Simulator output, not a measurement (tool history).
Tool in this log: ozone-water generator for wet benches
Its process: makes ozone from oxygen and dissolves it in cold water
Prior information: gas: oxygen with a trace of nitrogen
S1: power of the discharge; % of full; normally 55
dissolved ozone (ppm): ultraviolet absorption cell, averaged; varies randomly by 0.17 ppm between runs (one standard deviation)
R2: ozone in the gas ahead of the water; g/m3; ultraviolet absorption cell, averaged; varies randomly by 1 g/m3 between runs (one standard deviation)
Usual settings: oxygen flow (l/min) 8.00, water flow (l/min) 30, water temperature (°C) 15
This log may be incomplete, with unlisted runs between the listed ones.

{"run": 1, "hour": 0.0, "S1": 55, "oxygen flow (l/min)": 8.0, "water flow (l/min)": 30, "water temperature (°C)": 15, "dissolved ozone (ppm)": 21.9, "R2": 178.0}
{"run": 2, "hour": 61.0, "S1": 55, "oxygen flow (l/min)": 8.0, "water flow (l/min)": 30, "water temperature (°C)": 15, "dissolved ozone (ppm)": 21.9, "R2": 177.5}
{"run": 3, "hour": 192.7, "S1": 55, "oxygen flow (l/min)": 8.0, "water flow (l/min)": 30, "water temperature (°C)": 15, "dissolved ozone (ppm)": 21.9, "R2": 178.2}
{"run": 4, "hour": 253.6, "S1": 55, "oxygen flow (l/min)": 8.0, "water flow (l/min)": 41, "water temperature (°C)": 15, "dissolved ozone (ppm)": 17.0, "R2": 177.8}
{"run": 5, "hour": 320.9, "S1": 72, "oxygen flow (l/min)": 8.0, "water flow (l/min)": 30, "water temperature (°C)": 15, "dissolved ozone (ppm)": 25.4, "R2": 209.4}
{"run": 6, "hour": 411.4, "S1": 72, "oxygen flow (l/min)": 13.15, "water flow (l/min)": 30, "water temperature (°C)": 15, "dissolved ozone (ppm)": 25.7, "R2": 162.6}
{"run": 7, "hour": 483.5, "S1": 56, "oxygen flow (l/min)": 8.0, "water flow (l/min)": 30, "water temperature (°C)": 15, "dissolved ozone (ppm)": 22.1, "R2": 178.3}
{"run": 8, "hour": 608.3, "S1": 56, "oxygen flow (l/min)": 8.0, "water flow (l/min)": 30, "water temperature (°C)": 15, "dissolved ozone (ppm)": 21.9, "R2": 178.0}
{"run": 9, "hour": 715.8, "S1": 56, "oxygen flow (l/min)": 8.0, "water flow (l/min)": 18, "water temperature (°C)": 15, "dissolved ozone (ppm)": 30.3, "R2": 178.6}
{"run": 10, "hour": 824.9, "S1": 56, "oxygen flow (l/min)": 8.0, "water flow (l/min)": 18, "water temperature (°C)": 15, "dissolved ozone (ppm)": 30.3, "R2": 179.0}
{"run": 11, "hour": 924.0, "S1": 56, "oxygen flow (l/min)": 8.0, "water flow (l/min)": 18, "water temperature (°C)": 15, "dissolved ozone (ppm)": 30.4, "R2": 177.7}
{"run": 12, "hour": 1015.0, "S1": 56, "oxygen flow (l/min)": 8.0, "water flow (l/min)": 18, "water temperature (°C)": 15, "dissolved ozone (ppm)": 30.5, "R2": 178.7}
{"run": 13, "hour": 1152.1, "S1": 55, "oxygen flow (l/min)": 8.0, "water flow (l/min)": 30, "water temperature (°C)": 17, "dissolved ozone (ppm)": 20.9, "R2": 177.0}
{"run": 14, "hour": 1246.9, "S1": 55, "oxygen flow (l/min)": 7.72, "water flow (l/min)": 40, "water temperature (°C)": 9, "dissolved ozone (ppm)": 18.0, "R2": 177.9}
{"run": 15, "hour": 1353.2, "S1": 55, "oxygen flow (l/min)": 4.37, "water flow (l/min)": 40, "water temperature (°C)": 9, "dissolved ozone (ppm)": 15.6, "R2": 235.9}
{"run": 16, "hour": 1483.2, "S1": 54, "oxygen flow (l/min)": 8.0, "water flow (l/min)": 20, "water temperature (°C)": 17, "dissolved ozone (ppm)": 26.8, "R2": 174.2}
{"run": 17, "hour": 1552.5, "S1": 55, "oxygen flow (l/min)": 4.49, "water flow (l/min)": 30, "water temperature (°C)": 8, "dissolved ozone (ppm)": 21.3, "R2": 234.4}
{"run": 18, "hour": 1621.1, "S1": 55, "oxygen flow (l/min)": 5.77, "water flow (l/min)": 43, "water temperature (°C)": 15, "dissolved ozone (ppm)": 14.9, "R2": 206.4}
{"run": 19, "hour": 1746.6, "S1": 55, "oxygen flow (l/min)": 5.77, "water flow (l/min)": 43, "water temperature (°C)": 15, "dissolved ozone (ppm)": 14.7, "R2": 204.3}
{"run": 20, "hour": 1831.6, "S1": 58, "oxygen flow (l/min)": 10.1, "water flow (l/min)": 46, "water temperature (°C)": 14, "dissolved ozone (ppm)": 16.1, "R2": 160.9}
{"run": 21, "hour": 1968.6, "S1": 85, "oxygen flow (l/min)": 4.45, "water flow (l/min)": 30, "water temperature (°C)": 9, "dissolved ozone (ppm)": 26.9, "R2": 301.9}
{"run": 22, "hour": 2036.4, "S1": 85, "oxygen flow (l/min)": 4.45, "water flow (l/min)": 30, "water temperature (°C)": 11, "dissolved ozone (ppm)": 26.4, "R2": 305.1}
{"run": 23, "hour": 2171.9, "S1": 43, "oxygen flow (l/min)": 14.22, "water flow (l/min)": 46, "water temperature (°C)": 18, "dissolved ozone (ppm)": 13.0, "R2": 113.6}
{"run": 24, "hour": 2310.6, "S1": 43, "oxygen flow (l/min)": 14.22, "water flow (l/min)": 46, "water temperature (°C)": 18, "dissolved ozone (ppm)": 12.7, "R2": 112.7}
{"run": 25, "hour": 2405.8, "S1": 43, "oxygen flow (l/min)": 14.22, "water flow (l/min)": 46, "water temperature (°C)": 18, "dissolved ozone (ppm)": 12.8, "R2": 112.3}

Here are 3 independent what-if runs from the current tool condition. What would each one return?
{"run": "A", "hour": 2464.0, "S1": 47, "oxygen flow (l/min)": 8.0, "water flow (l/min)": 20, "water temperature (°C)": 15, "dissolved ozone (ppm)": "?", "R2": "?"}
{"run": "B", "hour": 2464.0, "S1": 55, "oxygen flow (l/min)": 8.0, "water flow (l/min)": 30, "water temperature (°C)": 16, "dissolved ozone (ppm)": "?", "R2": "?"}
{"run": "C", "hour": 2464.0, "S1": 45, "oxygen flow (l/min)": 6.94, "water flow (l/min)": 30, "water temperature (°C)": 15, "dissolved ozone (ppm)": "?", "R2": "?"}

run=A dissolved_ozone_(ppm)=25.3 R2=159.5
run=B dissolved_ozone_(ppm)=20.9 R2=172.2
run=C dissolved_ozone_(ppm)=18.4 R2=164.8
Had the tool no hidden state, the same runs would have come out as:
run=A dissolved_ozone_(ppm)=26.5 R2=163.8
run=B dissolved_ozone_(ppm)=22.0 R2=177.5
run=C dissolved_ozone_(ppm)=19.3 R2=169.2
